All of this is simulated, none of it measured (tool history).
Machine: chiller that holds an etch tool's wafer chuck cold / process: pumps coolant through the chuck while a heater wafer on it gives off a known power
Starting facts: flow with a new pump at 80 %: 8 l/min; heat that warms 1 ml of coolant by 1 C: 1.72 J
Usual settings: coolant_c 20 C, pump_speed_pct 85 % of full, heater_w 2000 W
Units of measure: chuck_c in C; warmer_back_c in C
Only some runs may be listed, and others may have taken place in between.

| run | hour | coolant_c | pump_speed_pct | heater_w | chuck_c | warmer_back_c |
|---|---|---|---|---|---|---|
| 1 | 0.0 | 20 | 85 | 2000 | 37.7 | 8.18 |
| 2 | 50.5 | 20 | 76 | 2000 | 39.4 | 9.33 |
| 3 | 101.5 | 20 | 76 | 2000 | 39.8 | 9.33 |
| 4 | 142.1 | 20 | 76 | 2000 | 39.5 | 9.39 |
| 5 | 170.3 | 20 | 76 | 2000 | 39.6 | 9.34 |
| 6 | 206.4 | 20 | 85 | 2000 | 37.8 | 8.27 |
| 7 | 258.5 | 20 | 85 | 1652 | 34.6 | 6.75 |
| 8 | 294.8 | 20 | 85 | 1652 | 34.6 | 6.82 |
| 9 | 322.2 | 12 | 85 | 2000 | 29.8 | 8.23 |
| 10 | 362.5 | 20 | 79 | 2000 | 39.0 | 8.90 |
| 11 | 407.5 | 20 | 79 | 2000 | 39.0 | 8.92 |
| 12 | 442.0 | 20 | 85 | 2000 | 37.8 | 8.24 |
| 13 | 479.1 | 20 | 85 | 2000 | 37.8 | 8.20 |
| 14 | 513.7 | 20 | 85 | 2000 | 37.8 | 8.21 |
| 15 | 551.8 | 20 | 85 | 2000 | 37.7 | 8.32 |
| 16 | 589.3 | 20 | 65 | 2000 | 42.7 | 11.15 |
| 17 | 629.1 | 12 | 86 | 2000 | 29.8 | 8.19 |
| 18 | 678.1 | 12 | 86 | 2000 | 29.6 | 8.17 |
| 19 | 711.1 | 28 | 66 | 1369 | 43.1 | 7.50 |
| 20 | 743.5 | 21 | 77 | 2002 | 40.7 | 9.27 |
| 21 | 790.0 | 16 | 65 | 2466 | 44.1 | 13.75 |
| 22 | 812.2 | 23 | 85 | 2000 | 40.9 | 8.26 |
| 23 | 853.7 | 23 | 85 | 2000 | 40.9 | 8.27 |
| 24 | 888.1 | 23 | 85 | 2000 | 40.8 | 8.32 |
| 25 | 938.4 | 20 | 82 | 1199 | 31.1 | 5.12 |
| 26 | 963.6 | 24 | 64 | 2825 | 57.0 | 15.95 |
| 27 | 1010.7 | 16 | 67 | 1171 | 29.2 | 6.35 |
| 28 | 1046.4 | 16 | 67 | 1171 | 29.1 | 6.34 |
| 29 | 1097.0 | 16 | 67 | 1171 | 29.1 | 6.30 |
| 30 | 1143.9 | 19 | 88 | 1171 | 29.3 | 4.65 |
| 31 | 1171.6 | 28 | 85 | 1130 | 38.3 | 4.69 |
| 32 | 1217.8 | 15 | 85 | 1717 | 30.5 | 7.17 |

Measured less the same run without the tool's hidden state. The same run-to-run variation is in both; the gauge's scatter may not be:
Unlogged tool condition in this case: heat passed by the chuck's channels, % of clean ones'; flow at a given pump speed, % of a new pump's; coolant's true temperature over the reading, C; drift of the gauge itself on chuck_c, C; drift of the gauge itself on warmer_back_c, C.
| run | chuck_c | warmer_back_c |
|---|---|---|
| 1 | +1.3 | +0.10 |
| 2 | +1.4 | +0.11 |
| 3 | +1.5 | +0.11 |
| 4 | +1.5 | +0.11 |
| 5 | +1.4 | +0.12 |
| 6 | +1.4 | +0.10 |
| 7 | +1.1 | +0.09 |
| 8 | +1.1 | +0.09 |
| 9 | +1.3 | +0.11 |
| 10 | +1.5 | +0.12 |
| 11 | +1.5 | +0.12 |
| 12 | +1.4 | +0.12 |
| 13 | +1.4 | +0.12 |
| 14 | +1.4 | +0.12 |
| 15 | +1.4 | +0.13 |
| 16 | +1.8 | +0.17 |
| 17 | +1.5 | +0.12 |
| 18 | +1.5 | +0.12 |
| 19 | +1.2 | +0.12 |
| 20 | +1.6 | +0.15 |
| 21 | +2.4 | +0.23 |
| 22 | +1.5 | +0.13 |
| 23 | +1.5 | +0.14 |
| 24 | +1.5 | +0.14 |
| 25 | +0.9 | +0.09 |
| 26 | +2.8 | +0.28 |
| 27 | +1.1 | +0.11 |
| 28 | +1.1 | +0.11 |
| 29 | +1.1 | +0.12 |
| 30 | +0.9 | +0.09 |
| 31 | +0.8 | +0.09 |
| 32 | +1.4 | +0.14 |
